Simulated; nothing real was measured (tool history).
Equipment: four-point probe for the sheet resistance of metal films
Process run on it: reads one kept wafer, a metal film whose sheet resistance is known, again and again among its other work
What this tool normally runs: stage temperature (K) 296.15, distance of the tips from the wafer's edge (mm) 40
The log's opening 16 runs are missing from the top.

| run | day | stage temperature (K) | distance of the tips from the wafer's edge (mm) | sheet resistance as the instrument gives it (ohm/square) |
|---|---|---|---|---|
| 17 | 7.4 | 295.15 | 40 | 0.565423 |
| 18 | 7.9 | 295.15 | 40 | 0.565372 |
| 19 | 8.371 | 295.15 | 3 | 0.578822 |
| 20 | 8.75 | 303.15 | 9 | 0.566609 |
| 21 | 9.188 | 303.15 | 9 | 0.566579 |
| 22 | 9.708 | 298.15 | 4 | 0.572977 |
| 23 | 9.992 | 298.15 | 4 | 0.572959 |
| 24 | 10.288 | 298.15 | 4 | 0.572838 |
| 25 | 10.612 | 298.15 | 4 | 0.572713 |
| 26 | 11.262 | 298.15 | 4 | 0.573171 |
| 27 | 11.888 | 299.15 | 40 | 0.565695 |
| 28 | 12.45 | 299.15 | 40 | 0.565851 |
| 29 | 12.771 | 298.15 | 6 | 0.568684 |
| 30 | 13.346 | 301.15 | 40 | 0.565472 |
| 31 | 13.879 | 301.15 | 40 | 0.56567 |
| 32 | 14.333 | 299.15 | 11 | 0.566678 |
| 33 | 14.612 | 299.15 | 11 | 0.566703 |
| 34 | 15.092 | 299.15 | 11 | 0.566543 |
| 35 | 15.479 | 296.15 | 24 | 0.565959 |
| 36 | 16.054 | 306.15 | 30 | 0.56561 |
| 37 | 16.338 | 298.15 | 4 | 0.573327 |
| 38 | 16.8 | 299.15 | 40 | 0.565706 |

Each row is a separate what-if for the run after 38, all from the same tool condition, not one after another. Results?
| A | 17.375 | 296.15 | 6 | ? |
| B | 17.375 | 296.15 | 34 | ? |
| C | 17.375 | 299.15 | 58 | ? |
| D | 17.375 | 298.15 | 10 | ? |

| run | sheet resistance as the instrument gives it (ohm/square) |
|---|---|
| A | 0.569127 |
| B | 0.565998 |
| C | 0.565911 |
| D | 0.567165 |
The same runs, with their run-to-run variation unchanged, on a tool lacking any hidden condition would have given:
| run | sheet resistance as the instrument gives it (ohm/square) |
|---|---|
| A | 0.560235 |
| B | 0.557151 |
| C | 0.557068 |
| D | 0.558303 |
